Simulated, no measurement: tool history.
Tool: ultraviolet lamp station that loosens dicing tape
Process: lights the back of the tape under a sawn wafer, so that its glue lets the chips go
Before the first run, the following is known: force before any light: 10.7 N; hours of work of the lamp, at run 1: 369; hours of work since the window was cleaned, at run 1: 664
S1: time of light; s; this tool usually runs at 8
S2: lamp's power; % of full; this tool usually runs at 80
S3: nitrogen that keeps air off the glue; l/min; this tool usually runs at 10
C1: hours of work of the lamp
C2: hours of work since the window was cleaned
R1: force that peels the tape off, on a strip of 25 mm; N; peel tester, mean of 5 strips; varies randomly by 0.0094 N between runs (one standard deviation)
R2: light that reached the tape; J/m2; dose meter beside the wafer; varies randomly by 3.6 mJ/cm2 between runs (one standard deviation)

run 1 hour=0 | S1=8 S2=80 S3=10 | C1=369 C2=664 | R1=0.699 R2=4470
run 2 hour=11.7 | S1=8 S2=80 S3=10 | C1=377 C2=673 | R1=0.725 R2=4520
-- hour=14.3 window cleaned of glue's vapour
run 3 hour=23.4 | S1=8 S2=80 S3=10 | C1=385 C2=6 | R1=0.498 R2=5320
run 4 hour=37.7 | S1=8 S2=95 S3=10 | C1=395 C2=16 | R1=0.336 R2=6270
run 5 hour=50.2 | S1=8 S2=95 S3=7 | C1=404 C2=25 | R1=0.481 R2=6240
run 6 hour=59.3 | S1=8 S2=95 S3=7 | C1=411 C2=32 | R1=0.471 R2=6200
run 7 hour=72.3 | S1=8 S2=95 S3=7 | C1=420 C2=41 | R1=0.478 R2=6260
run 8 hour=78.8 | S1=5 S2=95 S3=7 | C1=424 C2=45 | R1=1.302 R2=3930
run 9 hour=88.2 | S1=8 S2=80 S3=3 | C1=431 C2=52 | R1=1.525 R2=5220
run 10 hour=103.7 | S1=8 S2=80 S3=3 | C1=442 C2=63 | R1=1.516 R2=5160
run 11 hour=115.2 | S1=6 S2=77 S3=3 | C1=450 C2=71 | R1=2.58 R2=3750
run 12 hour=129.6 | S1=14 S2=99 S3=16 | C1=460 C2=81 | R1=0.167 R2=11080
run 13 hour=139.8 | S1=10 S2=63 S3=15 | C1=467 C2=89 | R1=0.406 R2=5050
run 14 hour=150.7 | S1=10 S2=63 S3=15 | C1=475 C2=96 | R1=0.382 R2=5040
run 15 hour=157.3 | S1=10 S2=74 S3=6 | C1=480 C2=101 | R1=0.661 R2=5950
run 16 hour=170.2 | S1=6 S2=64 S3=5 | C1=489 C2=110 | R1=2.589 R2=3030
run 17 hour=178.7 | S1=8 S2=86 S3=12 | C1=495 C2=116 | R1=0.396 R2=5380
run 18 hour=189.8 | S1=8 S2=86 S3=5 | C1=503 C2=124 | R1=0.914 R2=5490

Each row is a separate what-if for the run after 18, all from the same tool condition, not one after another. Results?
run A hour=202.6 | S1=13 S2=84 S3=10 | C1=512 C2=133 | R1=? R2=?
run B hour=202.6 | S1=8 S2=75 S3=19 | C1=512 C2=133 | R1=? R2=?
run C hour=202.6 | S1=4 S2=80 S3=5 | C1=512 C2=133 | R1=? R2=?
run D hour=202.6 | S1=8 S2=86 S3=5 | C1=512 C2=133 | R1=? R2=?
run E hour=202.6 | S1=5 S2=75 S3=4 | C1=512 C2=133 | R1=? R2=?

run=A R1=0.209 R2=8570
run=B R1=0.391 R2=4700
run=C R1=3.242 R2=2470
run=D R1=0.915 R2=5390
run=E R1=2.949 R2=2930
With the hidden condition removed and each run's random variation left untouched, the same runs would have given:
run=A R1=0.185 R2=10030
run=B R1=0.285 R2=5500
run=C R1=2.66 R2=2900
run=D R1=0.644 R2=6310
run=E R1=2.389 R2=3430
